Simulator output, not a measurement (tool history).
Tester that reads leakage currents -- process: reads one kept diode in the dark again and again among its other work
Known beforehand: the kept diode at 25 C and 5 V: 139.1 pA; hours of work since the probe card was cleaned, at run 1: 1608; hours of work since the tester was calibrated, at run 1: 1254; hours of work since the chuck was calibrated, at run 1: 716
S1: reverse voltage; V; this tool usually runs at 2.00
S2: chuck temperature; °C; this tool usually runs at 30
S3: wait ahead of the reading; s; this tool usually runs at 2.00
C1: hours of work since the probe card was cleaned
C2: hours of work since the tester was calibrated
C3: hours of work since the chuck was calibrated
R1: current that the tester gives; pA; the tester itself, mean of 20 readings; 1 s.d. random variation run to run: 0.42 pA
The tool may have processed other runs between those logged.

run	hour	S1	S2	S3	C1	C2	C3	R1
1	0.0	2.00	30	2.00	1608	1254	716	144.65
2	35.3	2.00	30	2.00	1628	1274	736	144.73
3	79.0	2.00	30	2.00	1653	1299	761	144.67
4	125.1	2.00	30	2.00	1680	1325	787	145.89
5	172.0	4.75	30	2.00	1707	1352	814	214.40
6	204.9	2.00	36	2.00	1726	1371	833	227.52
7	231.6	2.00	36	2.00	1741	1386	848	228.52
8	262.4	2.00	36	2.00	1758	1404	866	228.52
9	290.3	2.00	36	2.00	1774	1420	882	227.54
10	341.2	3.15	30	2.00	1804	1449	911	177.86
11	383.3	2.84	30	2.00	1828	1473	935	172.07
12	423.2	2.84	30	2.00	1851	1496	958	171.04
13	465.7	2.84	30	2.00	1875	1520	982	171.44
14	520.3	2.00	30	2.00	1906	1552	1014	147.04
15	562.4	2.00	30	2.00	1930	1576	1038	148.13
16	592.2	1.65	30	2.00	1947	1593	1055	134.56
17	646.7	1.65	30	2.00	1979	1624	1086	136.10
18	674.2	1.65	59	2.00	1994	1640	1102	1028.06
# hour 679.1: chuck's temperature calibrated
19	715.3	1.65	59	2.00	2017	1662	21	1051.51
20	738.6	1.65	59	2.00	2030	1675	34	1051.34
21	795.9	1.65	59	2.00	2063	1708	67	1051.26
# hour 837.1: chuck's temperature calibrated, once more
22	855.6	2.12	59	2.00	2096	1741	11	1115.63
23	907.8	4.31	20	2.29	2126	1771	41	95.80
24	932.8	2.17	24	8.00	2140	1786	55	94.37
25	958.9	8.18	44	2.33	2155	1800	70	734.97
26	983.8	8.18	44	2.33	2169	1815	84	736.58
27	1032.6	8.18	21	1.94	2197	1843	112	140.77
28	1078.9	8.18	21	1.94	2224	1869	138	140.84
29	1106.2	4.52	56	2.00	2239	1885	154	1279.74
30	1133.1	1.51	30	2.00	2255	1900	169	127.57
31	1182.4	1.51	30	2.00	2283	1928	198	127.34
32	1209.3	2.07	52	0.54	2298	1944	213	705.11
33	1262.8	2.00	43	5.48	2329	1974	244	373.16
34	1298.7	1.65	40	2.19	2350	1995	264	278.04
35	1327.5	2.00	30	1.04	2366	2012	281	145.11
36	1362.1	2.00	46	0.34	2386	2031	301	463.82
37	1400.7	4.47	30	0.35	2408	2053	323	212.10
38	1436.3	3.20	30	4.96	2428	2074	343	179.87
39	1489.0	7.78	59	2.36	2458	2104	373	1982.24

Same runs, no hidden state in the tool, same run-to-run variation:
What the log doesn't record here: stray current of the dirty probe card, pA a volt; current scale over the true one, %; true chuck temperature over the reading, C; drift of the gauge itself on leakage_pa, %.
run	R1
1	139.61
2	139.54
3	139.30
4	140.27
5	203.15
6	220.19
7	221.01
8	220.81
9	219.70
10	168.83
11	163.39
12	162.22
13	162.40
14	139.77
15	140.63
16	127.93
17	129.20
18	1000.32
19	1001.48
20	1000.91
21	999.75
22	1115.24
23	87.65
24	90.22
25	719.69
26	720.80
27	124.50
28	124.26
29	1268.42
30	124.00
31	123.61
32	698.00
33	366.85
34	272.69
35	139.69
36	456.09
37	200.45
38	171.00
39	1947.95

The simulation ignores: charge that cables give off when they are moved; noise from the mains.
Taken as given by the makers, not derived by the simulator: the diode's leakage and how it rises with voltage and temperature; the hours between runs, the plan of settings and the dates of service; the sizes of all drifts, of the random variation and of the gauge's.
